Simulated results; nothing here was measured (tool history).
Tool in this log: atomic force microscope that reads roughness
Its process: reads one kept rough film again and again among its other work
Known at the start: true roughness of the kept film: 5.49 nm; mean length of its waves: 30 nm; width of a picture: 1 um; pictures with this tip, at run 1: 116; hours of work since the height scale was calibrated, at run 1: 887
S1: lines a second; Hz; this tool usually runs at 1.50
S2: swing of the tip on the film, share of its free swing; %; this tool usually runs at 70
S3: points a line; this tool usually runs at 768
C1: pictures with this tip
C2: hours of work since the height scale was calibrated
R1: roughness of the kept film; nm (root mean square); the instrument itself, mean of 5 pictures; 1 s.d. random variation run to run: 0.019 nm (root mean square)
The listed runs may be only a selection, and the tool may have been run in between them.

run 1 hour=0.0 | S1=1.50 S2=70 S3=768 | C1=116 C2=887 | R1=3.860
-- hour=52.2 new tip fitted
run 2 hour=68.9 | S1=1.50 S2=70 S3=768 | C1=24 C2=930 | R1=4.399
run 3 hour=106.5 | S1=1.50 S2=70 S3=768 | C1=80 C2=953 | R1=4.089
run 4 hour=144.6 | S1=1.50 S2=78 S3=768 | C1=136 C2=977 | R1=3.810
-- hour=180.6 new tip fitted
run 5 hour=180.6 | S1=1.50 S2=61 S3=768 | C1=0 C2=1000 | R1=4.526
run 6 hour=233.2 | S1=1.50 S2=61 S3=768 | C1=77 C2=1033 | R1=4.083
run 7 hour=273.4 | S1=1.50 S2=61 S3=768 | C1=136 C2=1058 | R1=3.849
-- hour=308.4 new tip fitted
run 8 hour=341.8 | S1=0.90 S2=70 S3=768 | C1=49 C2=1100 | R1=4.288
run 9 hour=392.0 | S1=0.90 S2=70 S3=768 | C1=123 C2=1132 | R1=3.943
-- hour=440.1 new tip fitted
run 10 hour=455.4 | S1=1.50 S2=70 S3=485 | C1=23 C2=1171 | R1=4.387
run 11 hour=499.2 | S1=1.50 S2=70 S3=485 | C1=87 C2=1199 | R1=4.062
run 12 hour=535.6 | S1=1.35 S2=70 S3=768 | C1=141 C2=1222 | R1=3.892
-- hour=567.0 new tip fitted
run 13 hour=571.2 | S1=1.35 S2=70 S3=768 | C1=6 C2=1244 | R1=4.454
run 14 hour=634.6 | S1=1.81 S2=70 S3=768 | C1=99 C2=1283 | R1=3.957
run 15 hour=692.7 | S1=1.50 S2=70 S3=768 | C1=185 C2=1320 | R1=3.602
-- hour=699.6 new tip fitted
run 16 hour=747.1 | S1=1.50 S2=70 S3=747 | C1=70 C2=1354 | R1=4.088
run 17 hour=800.6 | S1=1.50 S2=70 S3=768 | C1=149 C2=1387 | R1=3.765
-- hour=807.0 height scale calibrated on a step standard
-- hour=828.0 new tip fitted
run 18 hour=868.0 | S1=1.50 S2=70 S3=768 | C1=59 C2=38 | R1=4.166
run 19 hour=898.7 | S1=1.50 S2=70 S3=995 | C1=104 C2=57 | R1=3.946
run 20 hour=952.9 | S1=1.50 S2=70 S3=995 | C1=184 C2=91 | R1=3.640
-- hour=957.9 new tip fitted
run 21 hour=1028.4 | S1=1.50 S2=70 S3=995 | C1=104 C2=138 | R1=3.963
run 22 hour=1083.1 | S1=1.50 S2=70 S3=768 | C1=184 C2=172 | R1=3.633
-- hour=1088.3 new tip fitted
run 23 hour=1140.2 | S1=1.50 S2=70 S3=719 | C1=76 C2=208 | R1=4.081
-- hour=1181.5 height scale calibrated on a step standard, once more
run 24 hour=1181.5 | S1=1.50 S2=70 S3=719 | C1=136 C2=0 | R1=3.872
-- hour=1217.9 new tip fitted
run 25 hour=1226.5 | S1=1.50 S2=70 S3=719 | C1=13 C2=28 | R1=4.469
run 26 hour=1292.8 | S1=1.50 S2=70 S3=719 | C1=111 C2=69 | R1=3.992
run 27 hour=1340.1 | S1=1.50 S2=70 S3=719 | C1=180 C2=99 | R1=3.739
-- hour=1344.6 new tip fitted
run 28 hour=1398.9 | S1=1.28 S2=82 S3=994 | C1=80 C2=136 | R1=4.018
run 29 hour=1452.2 | S1=1.67 S2=70 S3=702 | C1=158 C2=169 | R1=3.712
-- hour=1474.3 new tip fitted
run 30 hour=1505.0 | S1=0.53 S2=59 S3=584 | C1=45 C2=202 | R1=4.438
run 31 hour=1557.4 | S1=1.50 S2=88 S3=680 | C1=122 C2=235 | R1=3.820
-- hour=1602.4 new tip fitted
run 32 hour=1610.5 | S1=1.50 S2=88 S3=680 | C1=12 C2=268 | R1=4.290
run 33 hour=1643.5 | S1=1.50 S2=88 S3=680 | C1=60 C2=288 | R1=4.033
run 34 hour=1709.5 | S1=3.55 S2=80 S3=768 | C1=157 C2=330 | R1=3.491
-- hour=1732.1 new tip fitted
run 35 hour=1767.8 | S1=1.50 S2=84 S3=283 | C1=52 C2=366 | R1=4.123
run 36 hour=1837.0 | S1=1.50 S2=84 S3=283 | C1=154 C2=409 | R1=3.725
-- hour=1861.8 new tip fitted
run 37 hour=1879.1 | S1=1.50 S2=57 S3=305 | C1=25 C2=436 | R1=4.421
run 38 hour=1943.1 | S1=3.68 S2=65 S3=589 | C1=119 C2=476 | R1=3.836
run 39 hour=1985.9 | S1=3.68 S2=65 S3=589 | C1=182 C2=502 | R1=3.587
-- hour=1991.6 new tip fitted
run 40 hour=2057.1 | S1=1.50 S2=76 S3=768 | C1=96 C2=547 | R1=3.964
-- hour=2119.6 new tip fitted
run 41 hour=2130.1 | S1=1.84 S2=67 S3=524 | C1=16 C2=592 | R1=4.405
run 42 hour=2183.1 | S1=1.50 S2=59 S3=952 | C1=94 C2=625 | R1=4.075
run 43 hour=2228.7 | S1=3.82 S2=57 S3=348 | C1=161 C2=654 | R1=3.678
-- hour=2248.3 new tip fitted
run 44 hour=2261.7 | S1=3.83 S2=75 S3=348 | C1=20 C2=674 | R1=4.112
run 45 hour=2310.3 | S1=0.56 S2=84 S3=768 | C1=91 C2=705 | R1=4.068
run 46 hour=2373.3 | S1=0.56 S2=84 S3=768 | C1=184 C2=744 | R1=3.691
-- hour=2379.8 new tip fitted
run 47 hour=2450.2 | S1=0.82 S2=60 S3=367 | C1=104 C2=792 | R1=3.979
run 48 hour=2498.7 | S1=0.82 S2=64 S3=894 | C1=175 C2=823 | R1=3.696
-- hour=2508.7 new tip fitted
run 49 hour=2536.7 | S1=0.82 S2=75 S3=362 | C1=41 C2=846 | R1=4.320
run 50 hour=2590.8 | S1=0.82 S2=75 S3=362 | C1=121 C2=880 | R1=3.988
-- hour=2635.2 new tip fitted
run 51 hour=2635.2 | S1=1.85 S2=83 S3=823 | C1=0 C2=908 | R1=4.371

Entry by entry between the runs, the difference in hidden state between the last listed run before and the first listed run after:
After run 1, before run 2: new tip fitted (hour 52.2)
  radius of the tip, nm: 15.6 -> 8.7; height scale over the true one, %: -0.73 -> -0.76
  measured result minus the result with no hidden state, R1: -0.716 -> -0.186 nm (root mean square)
After run 4, before run 5: new tip fitted (hour 180.6)
  radius of the tip, nm: 15.4 -> 7.3; height scale over the true one, %: -0.79 -> -0.81
  measured result minus the result with no hidden state, R1: -0.696 -> -0.065 nm (root mean square)
After run 7, before run 8: new tip fitted (hour 308.4)
  radius of the tip, nm: 16.3 -> 10.2; height scale over the true one, %: -0.85 -> -0.87
  measured result minus the result with no hidden state, R1: -0.779 -> -0.321 nm (root mean square)
After run 9, before run 10: new tip fitted (hour 440.1)
  radius of the tip, nm: 14.9 -> 8.5; height scale over the true one, %: -0.89 -> -0.92
  measured result minus the result with no hidden state, R1: -0.681 -> -0.177 nm (root mean square)
After run 12, before run 13: new tip fitted (hour 567.0)
  radius of the tip, nm: 15.1 -> 7.9; height scale over the true one, %: -0.95 -> -0.97
  measured result minus the result with no hidden state, R1: -0.693 -> -0.129 nm (root mean square)
After run 15, before run 16: new tip fitted (hour 699.6)
  radius of the tip, nm: 19.6 -> 12.1; height scale over the true one, %: -1.02 -> -1.04
  measured result minus the result with no hidden state, R1: -0.980 -> -0.477 nm (root mean square)
After run 17, before run 18: height scale calibrated on a step standard (hour 807.0); new tip fitted (hour 828.0)
  radius of the tip, nm: 16.8 -> 11.4; height scale over the true one, %: -1.07 -> -1.21
  measured result minus the result with no hidden state, R1: -0.811 -> -0.430 nm (root mean square)
After run 20, before run 21: new tip fitted (hour 957.9)
  radius of the tip, nm: 19.1 -> 13.8; height scale over the true one, %: -1.24 -> -1.28
  measured result minus the result with no hidden state, R1: -0.966 -> -0.614 nm (root mean square)
After run 22, before run 23: new tip fitted (hour 1088.3)
  radius of the tip, nm: 18.6 -> 12.4; height scale over the true one, %: -1.3 -> -1.32
  measured result minus the result with no hidden state, R1: -0.929 -> -0.512 nm (root mean square)
After run 23, before run 24: height scale calibrated on a step standard, once more (hour 1181.5)
  radius of the tip, nm: 12.4 -> 16; height scale over the true one, %: -1.32 -> 0.04
  measured result minus the result with no hidden state, R1: -0.512 -> -0.716 nm (root mean square)
After run 24, before run 25: new tip fitted (hour 1217.9)
  radius of the tip, nm: 16 -> 8.2; height scale over the true one, %: 0.04 -> 0.02
  measured result minus the result with no hidden state, R1: -0.716 -> -0.108 nm (root mean square)
After run 27, before run 28: new tip fitted (hour 1344.6)
  radius of the tip, nm: 18 -> 12.5; height scale over the true one, %: -0.03 -> -0.05
  measured result minus the result with no hidden state, R1: -0.848 -> -0.462 nm (root mean square)
After run 29, before run 30: new tip fitted (hour 1474.3)
  radius of the tip, nm: 17.7 -> 9.5; height scale over the true one, %: -0.07 -> -0.1
  measured result minus the result with no hidden state, R1: -0.819 -> -0.231 nm (root mean square)
After run 31, before run 32: new tip fitted (hour 1602.4)
  radius of the tip, nm: 14.5 -> 8.5; height scale over the true one, %: -0.12 -> -0.14
  measured result minus the result with no hidden state, R1: -0.597 -> -0.134 nm (root mean square)
After run 34, before run 35: new tip fitted (hour 1732.1)
  radius of the tip, nm: 17.6 -> 10.2; height scale over the true one, %: -0.18 -> -0.2
  measured result minus the result with no hidden state, R1: -0.769 -> -0.283 nm (root mean square)
After run 36, before run 37: new tip fitted (hour 1861.8)
  radius of the tip, nm: 15.8 -> 9; height scale over the true one, %: -0.23 -> -0.25
  measured result minus the result with no hidden state, R1: -0.683 -> -0.196 nm (root mean square)
After run 39, before run 40: new tip fitted (hour 1991.6)
  radius of the tip, nm: 18.7 -> 13.8; height scale over the true one, %: -0.3 -> -0.33
  measured result minus the result with no hidden state, R1: -0.879 -> -0.571 nm (root mean square)
After run 40, before run 41: new tip fitted (hour 2119.6)
  radius of the tip, nm: 13.8 -> 8.4; height scale over the true one, %: -0.33 -> -0.36
  measured result minus the result with no hidden state, R1: -0.571 -> -0.141 nm (root mean square)
After run 43, before run 44: new tip fitted (hour 2248.3)
  radius of the tip, nm: 17.8 -> 8.7; height scale over the true one, %: -0.4 -> -0.41
  measured result minus the result with no hidden state, R1: -0.836 -> -0.164 nm (root mean square)
After run 46, before run 47: new tip fitted (hour 2379.8)
  radius of the tip, nm: 18.7 -> 14.6; height scale over the true one, %: -0.45 -> -0.49
  measured result minus the result with no hidden state, R1: -0.914 -> -0.642 nm (root mean square)
After run 48, before run 49: new tip fitted (hour 2508.7)
  radius of the tip, nm: 19.1 -> 9.7; height scale over the true one, %: -0.51 -> -0.52
  measured result minus the result with no hidden state, R1: -0.942 -> -0.267 nm (root mean square)
After run 50, before run 51: new tip fitted (hour 2635.2)
  radius of the tip, nm: 14.3 -> 7.2; height scale over the true one, %: -0.54 -> -0.57
  measured result minus the result with no hidden state, R1: -0.628 -> -0.047 nm (root mean square)
